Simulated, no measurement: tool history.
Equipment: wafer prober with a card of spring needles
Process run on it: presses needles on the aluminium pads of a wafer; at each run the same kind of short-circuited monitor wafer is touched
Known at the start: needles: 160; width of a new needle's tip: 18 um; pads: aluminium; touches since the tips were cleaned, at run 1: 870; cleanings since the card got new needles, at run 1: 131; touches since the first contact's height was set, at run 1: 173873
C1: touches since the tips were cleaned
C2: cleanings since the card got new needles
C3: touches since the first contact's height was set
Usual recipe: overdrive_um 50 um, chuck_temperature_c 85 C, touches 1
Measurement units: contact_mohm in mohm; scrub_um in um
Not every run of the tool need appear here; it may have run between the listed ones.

Run 1, hour 0: usual settings; C1 870; C2 131; C3 173873. Result: contact_mohm 198 mohm, scrub_um 10.66 um.
At hour 13: tips cleaned on abrasive film.
At hour 13.3: height of the first contact set anew.
At hour 29.3: tips cleaned on abrasive film.
Run 2, hour 39.3: usual settings; C1 3552; C2 133; C3 9265. Result: contact_mohm 217 mohm, scrub_um 11.14 um.
At hour 42.6: tips cleaned on abrasive film.
At hour 58.2: tips cleaned on abrasive film.
At hour 74.4: tips cleaned on abrasive film.
At hour 90.3: tips cleaned on abrasive film.
Run 3, hour 95.4: usual settings; C1 1835; C2 137; C3 29228. Result: contact_mohm 205 mohm, scrub_um 11.08 um.
At hour 105.2: tips cleaned on abrasive film.
At hour 120: tips cleaned on abrasive film.
At hour 133: tips cleaned on abrasive film.
At hour 146.3: tips cleaned on abrasive film.
Run 4, hour 146.3: usual settings but touches 2; C1 0; C2 141; C3 47275. Result: contact_mohm 172 mohm, scrub_um 11.05 um.
At hour 161.9: tips cleaned on abrasive film.
At hour 177.3: tips cleaned on abrasive film.
Run 5, hour 184.9: usual settings but chuck_temperature_c 76 C; C1 2743; C2 143; C3 61051. Result: contact_mohm 215 mohm, scrub_um 11.01 um.
At hour 191.5: tips cleaned on abrasive film.
At hour 206.5: tips cleaned on abrasive film.
Run 6, hour 215.3: usual settings but overdrive_um 38 um; C1 3158; C2 145; C3 71860. Result: contact_mohm 262 mohm, scrub_um 8.33 um.
At hour 221.7: tips cleaned on abrasive film.
At hour 237.9: tips cleaned on abrasive film.
At hour 253.7: tips cleaned on abrasive film.
At hour 269.3: tips cleaned on abrasive film.
Run 7, hour 272: usual settings but overdrive_um 54 um; C1 953; C2 149; C3 92000. Result: contact_mohm 188 mohm, scrub_um 11.82 um.
At hour 285: tips cleaned on abrasive film.
At hour 301: tips cleaned on abrasive film.
Run 8, hour 308.3: usual settings but overdrive_um 54 um; C1 2594; C2 151; C3 104906. Result: contact_mohm 208 mohm, scrub_um 11.76 um.
At hour 314.8: tips cleaned on abrasive film.
At hour 330.4: tips cleaned on abrasive film.
At hour 345.3: tips cleaned on abrasive film.
At hour 361.3: tips cleaned on abrasive film.
Run 9, hour 364.5: usual settings; C1 1140; C2 155; C3 124895. Result: contact_mohm 194 mohm, scrub_um 10.77 um.
At hour 377: tips cleaned on abrasive film.
At hour 392.9: tips cleaned on abrasive film.
At hour 408.4: tips cleaned on abrasive film.
At hour 420.4: card fitted with new needles.
Run 10, hour 426.5: usual settings; C1 2175; C2 0; C3 2175. Result: contact_mohm 191 mohm, scrub_um 11.34 um.
At hour 436.1: tips cleaned on abrasive film.
At hour 452.4: tips cleaned on abrasive film.
Run 11, hour 462.7: usual settings; C1 3696; C2 2; C3 15051. Result: contact_mohm 204 mohm, scrub_um 11.19 um.
At hour 466: tips cleaned on abrasive film.
At hour 481.4: tips cleaned on abrasive film.
At hour 494.3: tips cleaned on abrasive film.
At hour 507.3: tips cleaned on abrasive film.
Run 12, hour 513: usual settings; C1 2042; C2 6; C3 32930. Result: contact_mohm 188 mohm, scrub_um 11.12 um.
At hour 522.8: tips cleaned on abrasive film.
At hour 537.8: tips cleaned on abrasive film.
At hour 550.8: tips cleaned on abrasive film.
At hour 566.7: tips cleaned on abrasive film.
Run 13, hour 567.5: usual settings but touches 3; C1 266; C2 10; C3 52273. Result: contact_mohm 168 mohm, scrub_um 11.09 um.
At hour 580.5: tips cleaned on abrasive film.
At hour 596.1: tips cleaned on abrasive film.
At hour 610.6: tips cleaned on abrasive film.
Run 14, hour 610.6: usual settings but overdrive_um 31 um, touches 2; C1 0; C2 13; C3 67591. Result: contact_mohm 182 mohm, scrub_um 6.77 um.
At hour 626.4: tips cleaned on abrasive film.
At hour 641.9: tips cleaned on abrasive film.
Run 15, hour 650: usual settings but overdrive_um 67 um, chuck_temperature_c 51 C; C1 2912; C2 15; C3 81635. Result: contact_mohm 179 mohm, scrub_um 14.67 um.
At hour 656.4: tips cleaned on abrasive film.
At hour 671.9: tips cleaned on abrasive film.
At hour 687.7: tips cleaned on abrasive film.
At hour 701.9: tips cleaned on abrasive film.
Run 16, hour 701.9: usual settings but overdrive_um 67 um, chuck_temperature_c 51 C; C1 0; C2 19; C3 100067. Result: contact_mohm 159 mohm, scrub_um 14.73 um.
At hour 718: tips cleaned on abrasive film.
At hour 733.9: tips cleaned on abrasive film.
At hour 746.9: tips cleaned on abrasive film.
At hour 760.2: tips cleaned on abrasive film.
Run 17, hour 760.2: usual settings but touches 2; C1 0; C2 23; C3 120802. Result: contact_mohm 169 mohm, scrub_um 10.75 um.
At hour 774.9: tips cleaned on abrasive film.
At hour 790.4: tips cleaned on abrasive film.
At hour 806.1: tips cleaned on abrasive film.
Run 18, hour 810.6: usual settings but overdrive_um 68 um, touches 2; C1 1617; C2 26; C3 138722. Result: contact_mohm 168 mohm, scrub_um 14.71 um.
At hour 820.1: tips cleaned on abrasive film.
At hour 836.3: tips cleaned on abrasive film.
At hour 850.8: tips cleaned on abrasive film.
Run 19, hour 852.2: usual settings but overdrive_um 68 um, touches 2; C1 516; C2 29; C3 153512. Result: contact_mohm 168 mohm, scrub_um 14.67 um.
At hour 864.7: tips cleaned on abrasive film.
At hour 880.9: tips cleaned on abrasive film.
Run 20, hour 887.9: usual settings but chuck_temperature_c 31 C, touches 2; C1 2532; C2 31; C3 166234. Result: contact_mohm 178 mohm, scrub_um 10.59 um.
At hour 894.5: tips cleaned on abrasive film.
At hour 910.7: tips cleaned on abrasive film.
At hour 923.4: height of the first contact set anew.
At hour 926.3: tips cleaned on abrasive film.
Run 21, hour 926.3: usual settings but overdrive_um 39 um, chuck_temperature_c 95 C, touches 3; C1 0; C2 34; C3 976. Result: contact_mohm 174 mohm, scrub_um 8.85 um.
At hour 942.2: tips cleaned on abrasive film.
At hour 958.4: tips cleaned on abrasive film.
Run 22, hour 964.1: usual settings but overdrive_um 39 um, chuck_temperature_c 95 C, touches 3; C1 2033; C2 36; C3 14458. Result: contact_mohm 185 mohm, scrub_um 8.74 um.
At hour 973.6: tips cleaned on abrasive film.
At hour 989.1: tips cleaned on abrasive film.
At hour 1002.1: tips cleaned on abrasive film.
At hour 1017.1: tips cleaned on abrasive film.
Run 23, hour 1020.7: usual settings but overdrive_um 39 um, chuck_temperature_c 95 C, touches 3; C1 1297; C2 40; C3 34583. Result: contact_mohm 184 mohm, scrub_um 8.66 um.
At hour 1030.4: tips cleaned on abrasive film.
At hour 1043.4: tips cleaned on abrasive film.
At hour 1056.3: tips cleaned on abrasive film.
At hour 1072.6: tips cleaned on abrasive film.
Run 24, hour 1077.8: usual settings but overdrive_um 39 um, chuck_temperature_c 95 C, touches 3; C1 1860; C2 44; C3 54848. Result: contact_mohm 189 mohm, scrub_um 8.61 um.
At hour 1087: tips cleaned on abrasive film.
At hour 1100: tips cleaned on abrasive film.
At hour 1116.2: tips cleaned on abrasive film.
Run 25, hour 1125.8: usual settings but chuck_temperature_c 27 C, touches 2; C1 3435; C2 47; C3 71937. Result: contact_mohm 185 mohm, scrub_um 10.93 um.
At hour 1132.3: tips cleaned on abrasive film.
At hour 1145.3: tips cleaned on abrasive film.
At hour 1159.3: tips cleaned on abrasive film.
Run 26, hour 1159.3: usual settings but chuck_temperature_c 27 C, touches 2; C1 0; C2 50; C3 83834. Result: contact_mohm 159 mohm, scrub_um 10.79 um.

Alternative continuations, all from the tool just after run 26; predict every row:
At hour 1175: tips cleaned on abrasive film.
At hour 1188: tips cleaned on abrasive film.
At hour 1203.3: tips cleaned on abrasive film.
Run A, hour 1215.2: usual settings but overdrive_um 31 um, chuck_temperature_c 69 C; C1 4270; C2 53; C3 103730. Result: contact_mohm ?, scrub_um ?.
At hour 1175: tips cleaned on abrasive film.
At hour 1188: tips cleaned on abrasive film.
At hour 1203.3: tips cleaned on abrasive film.
Run B, hour 1215.2: usual settings but overdrive_um 56 um, chuck_temperature_c 60 C, touches 2; C1 4270; C2 53; C3 103730. Result: contact_mohm ?, scrub_um ?.
At hour 1175: tips cleaned on abrasive film.
At hour 1188: tips cleaned on abrasive film.
At hour 1203.3: tips cleaned on abrasive film.
Run C, hour 1215.2: usual settings but overdrive_um 43 um, chuck_temperature_c 39 C, touches 2; C1 4270; C2 53; C3 103730. Result: contact_mohm ?, scrub_um ?.

run  contact_mohm  scrub_um
  A           310      6.56
  B           187     12.15
  C           204      9.24
What these runs would have given with no unlogged condition in the tool:
run  contact_mohm  scrub_um
  A           173      6.98
  B           159     12.57
  C           158      9.67

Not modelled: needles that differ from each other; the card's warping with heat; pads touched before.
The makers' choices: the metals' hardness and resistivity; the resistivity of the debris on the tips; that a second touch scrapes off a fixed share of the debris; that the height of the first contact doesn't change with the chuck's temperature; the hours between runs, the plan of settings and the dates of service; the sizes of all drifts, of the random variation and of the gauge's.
